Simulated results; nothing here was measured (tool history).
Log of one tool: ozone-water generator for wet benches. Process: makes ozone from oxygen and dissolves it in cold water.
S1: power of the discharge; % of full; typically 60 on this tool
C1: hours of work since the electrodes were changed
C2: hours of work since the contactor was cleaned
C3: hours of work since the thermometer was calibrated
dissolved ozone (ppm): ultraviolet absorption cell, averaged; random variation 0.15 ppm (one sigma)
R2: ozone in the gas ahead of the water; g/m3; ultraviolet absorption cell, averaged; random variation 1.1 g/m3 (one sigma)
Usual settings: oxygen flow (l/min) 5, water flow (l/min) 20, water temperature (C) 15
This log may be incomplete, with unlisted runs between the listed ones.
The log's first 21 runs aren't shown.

run 22 hour=608.1 | S1=85 oxygen_flow_(l/min)=5 water_flow_(l/min)=16 water_temperature_(C)=15 | C1=1761 C2=154 C3=1961 | dissolved_ozone_(ppm)=26.9 R2=247
run 23 hour=639.7 | S1=45 oxygen_flow_(l/min)=5.34 water_flow_(l/min)=16 water_temperature_(C)=15 | C1=1790 C2=183 C3=1990 | dissolved_ozone_(ppm)=15.2 R2=136.1
run 24 hour=675.8 | S1=60 oxygen_flow_(l/min)=2.79 water_flow_(l/min)=20 water_temperature_(C)=12 | C1=1823 C2=216 C3=2023 | dissolved_ozone_(ppm)=17.4 R2=267
run 25 hour=698.4 | S1=60 oxygen_flow_(l/min)=5 water_flow_(l/min)=12 water_temperature_(C)=12 | C1=1843 C2=236 C3=2043 | dissolved_ozone_(ppm)=25.1 R2=182.1
run 26 hour=730.3 | S1=60 oxygen_flow_(l/min)=5 water_flow_(l/min)=12 water_temperature_(C)=12 | C1=1872 C2=265 C3=2072 | dissolved_ozone_(ppm)=24.9 R2=183
run 27 hour=759 | S1=60 oxygen_flow_(l/min)=5 water_flow_(l/min)=16 water_temperature_(C)=12 | C1=1898 C2=291 C3=2098 | dissolved_ozone_(ppm)=20.5 R2=183.1
run 28 hour=788.9 | S1=60 oxygen_flow_(l/min)=5 water_flow_(l/min)=18 water_temperature_(C)=11 | C1=1926 C2=318 C3=2126 | dissolved_ozone_(ppm)=18.8 R2=181.7
run 29 hour=816.9 | S1=60 oxygen_flow_(l/min)=5 water_flow_(l/min)=18 water_temperature_(C)=11 | C1=1951 C2=344 C3=2151 | dissolved_ozone_(ppm)=19 R2=182.3
run 30 hour=834.8 | S1=53 oxygen_flow_(l/min)=6.5 water_flow_(l/min)=21 water_temperature_(C)=15 | C1=1967 C2=360 C3=2167 | dissolved_ozone_(ppm)=14 R2=137.8
run 31 hour=869.2 | S1=53 oxygen_flow_(l/min)=6.5 water_flow_(l/min)=21 water_temperature_(C)=15 | C1=1999 C2=392 C3=2199 | dissolved_ozone_(ppm)=13.7 R2=136
run 32 hour=895.6 | S1=49 oxygen_flow_(l/min)=2.79 water_flow_(l/min)=28 water_temperature_(C)=12 | C1=2023 C2=416 C3=2223 | dissolved_ozone_(ppm)=10.3 R2=225.3

Consider 5 possible next runs. They are alternatives, not a sequence: every one starts from the tool as it was left by run 32. What does each give?
run A hour=913.4 | S1=60 oxygen_flow_(l/min)=5 water_flow_(l/min)=12 water_temperature_(C)=15 | C1=2039 C2=432 C3=2239 | dissolved_ozone_(ppm)=? R2=?
run B hour=913.4 | S1=91 oxygen_flow_(l/min)=4.7 water_flow_(l/min)=28 water_temperature_(C)=16 | C1=2039 C2=432 C3=2239 | dissolved_ozone_(ppm)=? R2=?
run C hour=913.4 | S1=49 oxygen_flow_(l/min)=2.79 water_flow_(l/min)=26 water_temperature_(C)=12 | C1=2039 C2=432 C3=2239 | dissolved_ozone_(ppm)=? R2=?
run D hour=913.4 | S1=49 oxygen_flow_(l/min)=5.3 water_flow_(l/min)=28 water_temperature_(C)=12 | C1=2039 C2=432 C3=2239 | dissolved_ozone_(ppm)=? R2=?
run E hour=913.4 | S1=60 oxygen_flow_(l/min)=5 water_flow_(l/min)=14 water_temperature_(C)=10 | C1=2039 C2=432 C3=2239 | dissolved_ozone_(ppm)=? R2=?

run=A dissolved_ozone_(ppm)=23.7 R2=181.7
run=B dissolved_ozone_(ppm)=17.8 R2=272.9
run=C dissolved_ozone_(ppm)=11.2 R2=225.3
run=D dissolved_ozone_(ppm)=11 R2=144.5
run=E dissolved_ozone_(ppm)=23.2 R2=181.2
Without the tool's unlogged condition, the same runs would have read:
run=A dissolved_ozone_(ppm)=25.2 R2=190.3
run=B dissolved_ozone_(ppm)=19.3 R2=291.4
run=C dissolved_ozone_(ppm)=11.8 R2=233.6
run=D dissolved_ozone_(ppm)=11.6 R2=149.9
run=E dissolved_ozone_(ppm)=24.7 R2=189.7
